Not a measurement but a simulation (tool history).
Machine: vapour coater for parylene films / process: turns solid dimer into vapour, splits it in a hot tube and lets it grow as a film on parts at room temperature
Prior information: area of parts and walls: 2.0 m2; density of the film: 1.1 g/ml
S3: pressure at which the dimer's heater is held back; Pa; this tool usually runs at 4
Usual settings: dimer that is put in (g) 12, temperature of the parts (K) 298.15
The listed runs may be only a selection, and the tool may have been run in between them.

Run 1, hour 0: usual settings. Result: thickness of the film (µm) 4.07.
Run 2, hour 39.1: usual settings but S3 3.07 Pa. Result: thickness of the film (µm) 4.34.
Run 3, hour 72.3: usual settings but S3 3.07 Pa. Result: thickness of the film (µm) 4.3.
Run 4, hour 92.1: usual settings but S3 3.07 Pa. Result: thickness of the film (µm) 4.28.
Run 5, hour 113.4: usual settings but S3 3.07 Pa. Result: thickness of the film (µm) 4.31.
Run 6, hour 151.1: usual settings but S3 3.07 Pa. Result: thickness of the film (µm) 4.28.
Run 7, hour 171.9: usual settings but S3 3.07 Pa. Result: thickness of the film (µm) 4.24.
Run 8, hour 205.4: usual settings but S3 3.07 Pa. Result: thickness of the film (µm) 4.21.
Run 9, hour 235.4: usual settings but S3 3.07 Pa. Result: thickness of the film (µm) 4.24.
At hour 277.2: trap's valve overhauled.
Run 10, hour 282.4: usual settings but S3 3.07 Pa. Result: thickness of the film (µm) 4.69.
Run 11, hour 317.4: usual settings but S3 3.07 Pa. Result: thickness of the film (µm) 4.7.
Run 12, hour 346.3: usual settings but S3 3.07 Pa. Result: thickness of the film (µm) 4.72.
Run 13, hour 392.3: usual settings but S3 3.07 Pa. Result: thickness of the film (µm) 4.66.
Run 14, hour 437.2: usual settings but S3 3.07 Pa. Result: thickness of the film (µm) 4.59.
Run 15, hour 462.7: usual settings. Result: thickness of the film (µm) 4.35.
Run 16, hour 508.8: usual settings. Result: thickness of the film (µm) 4.31.
Run 17, hour 534.7: usual settings. Result: thickness of the film (µm) 4.31.
Run 18, hour 574.7: usual settings but dimer that is put in (g) 18. Result: thickness of the film (µm) 6.45.
Run 19, hour 617: usual settings. Result: thickness of the film (µm) 4.23.
Run 20, hour 652.1: usual settings. Result: thickness of the film (µm) 4.28.
Run 21, hour 679.7: usual settings. Result: thickness of the film (µm) 4.23.
Run 22, hour 716.2: usual settings but temperature of the parts (K) 307.15. Result: thickness of the film (µm) 3.03.
Run 23, hour 760.2: usual settings but temperature of the parts (K) 307.15, S3 8.03 Pa. Result: thickness of the film (µm) 2.51.
Run 24, hour 797.9: usual settings but temperature of the parts (K) 307.15, S3 8.03 Pa. Result: thickness of the film (µm) 2.52.
Run 25, hour 819.6: usual settings but dimer that is put in (g) 6, temperature of the parts (K) 291.15, S3 3.97 Pa. Result: thickness of the film (µm) 2.48.
Run 26, hour 861.8: usual settings but dimer that is put in (g) 9, S3 2.82 Pa. Result: thickness of the film (µm) 3.35.
Run 27, hour 903.7: usual settings but dimer that is put in (g) 19, temperature of the parts (K) 301.15, S3 2.1 Pa. Result: thickness of the film (µm) 6.77.
Run 28, hour 931.5: usual settings but dimer that is put in (g) 19, temperature of the parts (K) 301.15, S3 2.1 Pa. Result: thickness of the film (µm) 6.77.
Run 29, hour 962.8: usual settings but dimer that is put in (g) 19, temperature of the parts (K) 301.15, S3 2.1 Pa. Result: thickness of the film (µm) 6.75.
Run 30, hour 986.7: usual settings but dimer that is put in (g) 7, temperature of the parts (K) 304.15, S3 2.53 Pa. Result: thickness of the film (µm) 2.09.
Run 31, hour 1007: usual settings but dimer that is put in (g) 6, temperature of the parts (K) 291.15, S3 2.53 Pa. Result: thickness of the film (µm) 2.45.
Run 32, hour 1047.4: usual settings but dimer that is put in (g) 6, temperature of the parts (K) 291.15, S3 2.53 Pa. Result: thickness of the film (µm) 2.47.
Run 33, hour 1077.7: usual settings but dimer that is put in (g) 7, S3 2.44 Pa. Result: thickness of the film (µm) 2.64.
Run 34, hour 1120.3: usual settings but dimer that is put in (g) 7, S3 2.44 Pa. Result: thickness of the film (µm) 2.6.
Run 35, hour 1142.5: usual settings but dimer that is put in (g) 18, temperature of the parts (K) 306.15, S3 2.44 Pa. Result: thickness of the film (µm) 5.02.
Run 36, hour 1181.4: usual settings but dimer that is put in (g) 19, temperature of the parts (K) 302.15, S3 2.73 Pa. Result: thickness of the film (µm) 5.91.
Run 37, hour 1200.1: usual settings but dimer that is put in (g) 11, temperature of the parts (K) 302.15. Result: thickness of the film (µm) 3.11.
Run 38, hour 1222.4: usual settings but dimer that is put in (g) 11, temperature of the parts (K) 302.15. Result: thickness of the film (µm) 3.11.
Run 39, hour 1262.8: usual settings but dimer that is put in (g) 11, temperature of the parts (K) 302.15. Result: thickness of the film (µm) 3.08.
Run 40, hour 1285.8: usual settings but dimer that is put in (g) 11, temperature of the parts (K) 303.15, S3 3.57 Pa. Result: thickness of the film (µm) 3.06.
At hour 1303.1: trap's valve overhauled.
Run 41, hour 1329.9: usual settings but dimer that is put in (g) 8, temperature of the parts (K) 295.15, S3 5.38 Pa. Result: thickness of the film (µm) 3.03.
Run 42, hour 1366: usual settings but dimer that is put in (g) 8, temperature of the parts (K) 295.15, S3 5.38 Pa. Result: thickness of the film (µm) 3.06.
Run 43, hour 1411.4: usual settings but temperature of the parts (K) 307.15. Result: thickness of the film (µm) 3.11.
Run 44, hour 1432.5: usual settings but temperature of the parts (K) 307.15. Result: thickness of the film (µm) 3.09.
Run 45, hour 1464.9: usual settings but temperature of the parts (K) 307.15. Result: thickness of the film (µm) 3.09.
Run 46, hour 1487.9: usual settings but temperature of the parts (K) 307.15. Result: thickness of the film (µm) 3.05.
Run 47, hour 1533.6: usual settings but temperature of the parts (K) 307.15. Result: thickness of the film (µm) 3.06.

3 ways to go on from here, each from the tool as it stands after run 47. What would each give?
Run A, hour 1559.6: usual settings but temperature of the parts (K) 307.15, S3 2.79 Pa. Result: thickness of the film (µm) ?.
Run B, hour 1559.6: usual settings but dimer that is put in (g) 13, temperature of the parts (K) 307.15, S3 5.18 Pa. Result: thickness of the film (µm) ?.
Run C, hour 1559.6: usual settings but dimer that is put in (g) 16, temperature of the parts (K) 291.15, S3 2.25 Pa. Result: thickness of the film (µm) ?.

run  thickness of the film (µm)
  A                        3.31
  B                        3.09
  C                        6.97
The same runs, with their run-to-run variation unchanged, on a tool lacking any hidden condition would have given:
run  thickness of the film (µm)
  A                        3.46
  B                        3.23
  C                        7.17

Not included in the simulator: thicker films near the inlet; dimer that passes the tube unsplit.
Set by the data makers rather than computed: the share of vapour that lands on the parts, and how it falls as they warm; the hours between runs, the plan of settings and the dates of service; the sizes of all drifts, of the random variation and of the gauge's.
